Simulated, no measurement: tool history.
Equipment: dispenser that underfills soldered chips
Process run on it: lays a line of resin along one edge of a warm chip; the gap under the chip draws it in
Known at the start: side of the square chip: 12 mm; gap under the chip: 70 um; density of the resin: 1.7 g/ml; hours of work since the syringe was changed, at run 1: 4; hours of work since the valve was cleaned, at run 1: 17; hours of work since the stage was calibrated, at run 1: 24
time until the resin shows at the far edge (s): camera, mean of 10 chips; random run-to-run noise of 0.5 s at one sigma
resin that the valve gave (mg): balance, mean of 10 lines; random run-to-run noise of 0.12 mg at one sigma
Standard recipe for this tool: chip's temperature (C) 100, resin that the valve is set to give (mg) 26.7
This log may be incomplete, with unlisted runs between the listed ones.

| run | hour | chip's temperature (C) | resin that the valve is set to give (mg) | hours of work since the syringe was changed | hours of work since the valve was cleaned | hours of work since the stage was calibrated | time until the resin shows at the far edge (s) | resin that the valve gave (mg) |
|---|---|---|---|---|---|---|---|---|
| 1 | 0 | 100 | 26.7 | 4 | 17 | 24 | 47.5 | 26.31 |
|  | 3.4 | new syringe of resin |
| 2 | 3.9 | 100 | 26.7 | 0 | 20 | 27 | 41.2 | 26.06 |
| 3 | 6.7 | 91 | 26.7 | 2 | 22 | 29 | 67.2 | 26.18 |
| 4 | 11.6 | 91 | 26.7 | 6 | 25 | 32 | 75.2 | 26.13 |
|  | 13.3 | new syringe of resin |
| 5 | 14.4 | 91 | 26.7 | 1 | 27 | 34 | 63.1 | 25.98 |
| 6 | 19.1 | 91 | 26.7 | 4 | 30 | 37 | 70.1 | 26.11 |
| 7 | 22 | 91 | 26.7 | 6 | 32 | 39 | 74.5 | 25.89 |
|  | 23 | new syringe of resin |
| 8 | 25.6 | 100 | 26.7 | 2 | 34 | 41 | 42.5 | 25.76 |
| 9 | 30.6 | 95 | 26.7 | 5 | 38 | 45 | 62.5 | 25.88 |
|  | 32.9 | new syringe of resin |
| 10 | 33.3 | 95 | 26.7 | 0 | 39 | 46 | 51.7 | 25.66 |
| 11 | 39 | 95 | 26.7 | 4 | 43 | 50 | 59.1 | 25.58 |
|  | 42.9 | new syringe of resin |
| 12 | 44.7 | 95 | 26.7 | 1 | 47 | 54 | 51.9 | 25.44 |
| 13 | 48.2 | 95 | 26.7 | 4 | 49 | 56 | 57.1 | 25.26 |
|  | 52.7 | new syringe of resin |
| 14 | 53.3 | 95 | 26.7 | 0 | 53 | 60 | 51.6 | 25.33 |
| 15 | 56.3 | 100 | 26.7 | 3 | 55 | 62 | 44.3 | 25.21 |
| 16 | 59.5 | 100 | 26.7 | 5 | 57 | 64 | 48.4 | 25.44 |
|  | 62.5 | new syringe of resin |
| 17 | 62.5 | 100 | 26.7 | 0 | 59 | 66 | 41.5 | 25.23 |
| 18 | 67.3 | 100 | 26.7 | 3 | 62 | 69 | 46.4 | 25.14 |
| 19 | 69.9 | 100 | 26.7 | 5 | 64 | 71 | 49.6 | 25.16 |
|  | 72.3 | new syringe of resin |
| 20 | 74.4 | 94 | 26 | 1 | 67 | 74 | 57.1 | 24.39 |
| 21 | 79 | 98 | 30.3 | 5 | 70 | 77 | 51.9 | 28.64 |
|  | 82.3 | new syringe of resin |
| 22 | 83.9 | 106 | 27.2 | 1 | 73 | 80 | 32.4 | 25.4 |
| 23 | 88 | 91 | 23.2 | 4 | 76 | 83 | 74.3 | 21.51 |
|  | 92.4 | new syringe of resin |
| 24 | 94 | 91 | 23.2 | 1 | 80 | 87 | 67.4 | 21.35 |
| 25 | 99.7 | 93 | 29.3 | 5 | 84 | 91 | 66.9 | 27.05 |
|  | 102.2 | new syringe of resin |
| 26 | 104.7 | 93 | 29.3 | 2 | 87 | 94 | 58.9 | 26.98 |
| 27 | 107.9 | 109 | 30.5 | 4 | 89 | 96 | 31.3 | 28.02 |
|  | 112 | new syringe of resin |
| 28 | 113.1 | 104 | 26.7 | 1 | 92 | 99 | 35.4 | 24.4 |
| 29 | 118.2 | 104 | 26.7 | 4 | 96 | 103 | 40 | 24.16 |

What will run 30 give?
| 30 | 121 | 113 | 26.3 | 6 | 98 | 105 | ? | ? |

{"run 30": {"time until the resin shows at the far edge (s)": 28.6, "resin that the valve gave (mg)": 23.83}}
Without the tool's hidden state the same run would have given time until the resin shows at the far edge (s) 22.3, resin that the valve gave (mg) 26.16.
